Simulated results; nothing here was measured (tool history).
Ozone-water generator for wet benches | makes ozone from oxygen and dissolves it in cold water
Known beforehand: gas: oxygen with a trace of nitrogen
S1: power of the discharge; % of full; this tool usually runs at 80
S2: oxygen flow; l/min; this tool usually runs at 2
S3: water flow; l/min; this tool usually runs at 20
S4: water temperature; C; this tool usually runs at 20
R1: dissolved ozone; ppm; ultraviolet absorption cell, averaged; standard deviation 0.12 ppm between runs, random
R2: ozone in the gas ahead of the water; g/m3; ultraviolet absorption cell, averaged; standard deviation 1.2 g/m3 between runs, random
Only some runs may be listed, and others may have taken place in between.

run	hour	S1	S2	S3	S4	R1	R2
1	0	80	2	20	20	10.8	212.9
2	80.4	77	2	20	20	10.6	207.3
3	212.6	80	2	20	20	11	211.6
4	284.2	80	2	20	20	10.8	210.7
5	365.9	80	2	20	20	10.9	214.8
6	499.2	80	2	20	20	10.9	212.9
7	633.4	80	2.71	20	19	12.5	194.7
8	745.9	80	2	25	15	8.7	213.6
9	872.8	80	3.57	24	25	10.7	176.7
10	935.5	80	3.57	24	25	10.3	178.9
11	994.3	63	3.57	24	14	9.7	147.6
12	1108.1	63	3.57	24	14	9.7	147.4

Alternative continuations, all from the tool just after run 12; predict every row:
A	1179.5	63	3.57	28	14	?	?
B	1179.5	65	3.57	14	12	?	?
C	1179.5	71	1.75	12	14	?	?
D	1179.5	96	2	20	20	?	?

run	R1	R2
A	8	148.5
B	17.8	153.1
C	17.1	206.1
D	12.6	248.3
With no hidden state in the tool, these same runs would have given:
run	R1	R2
A	8	146.4
B	17.9	151
C	17.1	203.2
D	12.7	244.8

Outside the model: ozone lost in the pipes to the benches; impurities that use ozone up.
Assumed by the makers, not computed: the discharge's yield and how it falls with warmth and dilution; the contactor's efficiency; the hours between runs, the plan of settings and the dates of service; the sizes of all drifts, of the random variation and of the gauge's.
